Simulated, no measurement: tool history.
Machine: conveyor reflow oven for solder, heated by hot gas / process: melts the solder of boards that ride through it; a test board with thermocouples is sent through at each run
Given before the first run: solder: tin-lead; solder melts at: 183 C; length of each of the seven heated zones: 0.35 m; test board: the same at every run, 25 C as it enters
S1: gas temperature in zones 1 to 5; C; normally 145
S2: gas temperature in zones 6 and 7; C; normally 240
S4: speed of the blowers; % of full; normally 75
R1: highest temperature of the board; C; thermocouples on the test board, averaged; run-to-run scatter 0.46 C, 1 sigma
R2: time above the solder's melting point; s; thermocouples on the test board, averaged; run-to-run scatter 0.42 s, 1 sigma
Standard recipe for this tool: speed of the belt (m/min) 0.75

run 1 day=0 | S1=145 S2=240 speed_of_the_belt_(m/min)=0.75 S4=75 | R1=224.5 R2=47.3
run 2 day=0.617 | S1=132 S2=240 speed_of_the_belt_(m/min)=0.75 S4=75 | R1=221.7 R2=43
run 3 day=1.167 | S1=137 S2=240 speed_of_the_belt_(m/min)=0.75 S4=75 | R1=221.9 R2=44.3
run 4 day=1.542 | S1=137 S2=240 speed_of_the_belt_(m/min)=0.75 S4=75 | R1=222.1 R2=45.2
run 5 day=1.975 | S1=137 S2=240 speed_of_the_belt_(m/min)=0.75 S4=75 | R1=222 R2=44.3
run 6 day=2.671 | S1=145 S2=230 speed_of_the_belt_(m/min)=0.75 S4=75 | R1=216.2 R2=42.5
run 7 day=3.258 | S1=145 S2=230 speed_of_the_belt_(m/min)=0.75 S4=75 | R1=215.3 R2=43.6
run 8 day=3.871 | S1=145 S2=230 speed_of_the_belt_(m/min)=0.75 S4=75 | R1=215.7 R2=43.7
run 9 day=4.538 | S1=145 S2=240 speed_of_the_belt_(m/min)=0.75 S4=75 | R1=223.9 R2=47.2
run 10 day=5.233 | S1=145 S2=240 speed_of_the_belt_(m/min)=0.75 S4=88 | R1=227.8 R2=49.6
run 11 day=5.6 | S1=145 S2=240 speed_of_the_belt_(m/min)=0.75 S4=88 | R1=227.8 R2=49.8
run 12 day=6.279 | S1=145 S2=240 speed_of_the_belt_(m/min)=0.75 S4=75 | R1=224.6 R2=46.8
run 13 day=6.679 | S1=145 S2=240 speed_of_the_belt_(m/min)=0.75 S4=75 | R1=224.1 R2=47.3
run 14 day=6.988 | S1=145 S2=240 speed_of_the_belt_(m/min)=0.75 S4=75 | R1=224.6 R2=47.5
run 15 day=7.271 | S1=133 S2=234 speed_of_the_belt_(m/min)=0.717 S4=75 | R1=218 R2=44.2
run 16 day=7.604 | S1=133 S2=234 speed_of_the_belt_(m/min)=0.717 S4=75 | R1=217.3 R2=43.3
run 17 day=7.892 | S1=145 S2=240 speed_of_the_belt_(m/min)=0.789 S4=90 | R1=227 R2=46.6
run 18 day=8.55 | S1=145 S2=240 speed_of_the_belt_(m/min)=0.789 S4=90 | R1=226.6 R2=46.4
run 19 day=8.904 | S1=134 S2=228 speed_of_the_belt_(m/min)=0.693 S4=89 | R1=218.1 R2=46.4
run 20 day=9.525 | S1=143 S2=253 speed_of_the_belt_(m/min)=0.812 S4=52 | R1=219.2 R2=40.4
run 21 day=10.038 | S1=143 S2=253 speed_of_the_belt_(m/min)=0.812 S4=52 | R1=219.1 R2=40.3
run 22 day=10.6 | S1=159 S2=240 speed_of_the_belt_(m/min)=0.771 S4=72 | R1=224.6 R2=50.8
run 23 day=11.208 | S1=145 S2=251 speed_of_the_belt_(m/min)=0.799 S4=63 | R1=225.9 R2=45.4
run 24 day=11.675 | S1=145 S2=251 speed_of_the_belt_(m/min)=0.822 S4=72 | R1=228.8 R2=44.8
run 25 day=12.167 | S1=145 S2=251 speed_of_the_belt_(m/min)=0.822 S4=72 | R1=227.3 R2=45.2
-- day=12.762 flux residue cleaned out of gas plates and filters
run 26 day=12.904 | S1=145 S2=251 speed_of_the_belt_(m/min)=0.822 S4=72 | R1=229.7 R2=45.6
run 27 day=13.238 | S1=145 S2=251 speed_of_the_belt_(m/min)=0.822 S4=72 | R1=228.8 R2=45.5

Each row is a separate what-if for the run after 27, all from the same tool condition, not one after another. Results?
run A day=13.925 | S1=145 S2=240 speed_of_the_belt_(m/min)=0.773 S4=71 | R1=? R2=?
run B day=13.925 | S1=144 S2=251 speed_of_the_belt_(m/min)=0.822 S4=72 | R1=? R2=?
run C day=13.925 | S1=132 S2=229 speed_of_the_belt_(m/min)=0.75 S4=75 | R1=? R2=?

run=A R1=222.2 R2=44.6
run=B R1=229.8 R2=45.1
run=C R1=213.5 R2=38
The same runs, with their run-to-run variation unchanged, on a tool lacking any hidden condition would have given:
run=A R1=219.6 R2=42.6
run=B R1=227.2 R2=43.4
run=C R1=210.9 R2=35.8
